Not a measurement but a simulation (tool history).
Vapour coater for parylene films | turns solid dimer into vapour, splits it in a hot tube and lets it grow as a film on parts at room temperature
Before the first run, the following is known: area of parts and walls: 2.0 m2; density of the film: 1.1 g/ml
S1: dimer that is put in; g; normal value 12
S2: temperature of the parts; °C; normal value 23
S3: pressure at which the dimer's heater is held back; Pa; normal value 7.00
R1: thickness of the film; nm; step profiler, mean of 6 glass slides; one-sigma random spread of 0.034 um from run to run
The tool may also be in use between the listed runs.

run	hour	S1	S2	S3	R1
1	0.0	12	23	7.00	3470
# hour 57.2: trap's valve overhauled
2	68.3	12	23	7.00	3470
3	125.5	12	23	7.00	3460
4	155.3	12	23	7.00	3460
5	217.0	12	23	7.00	3520
6	249.3	12	23	7.00	3490
7	299.1	12	23	7.00	3470
8	357.5	12	23	7.47	3460
9	421.9	9	23	7.00	2620
# hour 429.9: trap's valve overhauled
10	488.9	9	23	7.00	2630
11	542.6	9	23	7.00	2600
12	609.1	9	23	7.00	2610
13	647.7	9	23	7.00	2650
14	684.1	9	23	7.00	2610
15	734.9	12	23	7.00	3490
16	792.3	12	23	7.00	3480
# hour 802.4: trap's valve overhauled
17	853.1	12	23	2.28	4020
18	901.2	12	23	2.28	4010
19	941.7	12	21	7.00	3850
20	994.9	12	21	7.00	3900
21	1038.2	12	27	7.00	2880
22	1075.1	12	23	7.47	3490
23	1112.0	12	23	7.47	3430
24	1155.9	12	23	7.47	3420
# hour 1174.4: trap's valve overhauled
25	1228.4	12	23	7.47	3420
26	1260.7	12	23	7.47	3440
27	1289.8	12	24	5.18	3420
28	1342.3	12	30	6.93	2510
29	1399.1	12	23	2.19	4080
30	1444.4	12	23	2.75	3930
31	1511.6	12	23	2.75	3920
# hour 1547.2: trap's valve overhauled
32	1558.2	12	23	2.75	3900
33	1587.6	17	22	4.77	5510
34	1630.3	12	20	7.00	4030
35	1687.8	10	18	7.00	3740
36	1750.6	12	23	9.95	3300
37	1810.0	12	28	2.34	3130
38	1870.3	8	22	2.50	2790
# hour 1922.9: trap's valve overhauled
39	1929.9	12	27	6.37	2880

Predict the results of run 40:
40	1974.5	12	27	6.37	?

R1: 2900 nm
The same run, on a tool lacking any hidden state, would have yielded R1 2900 nm.
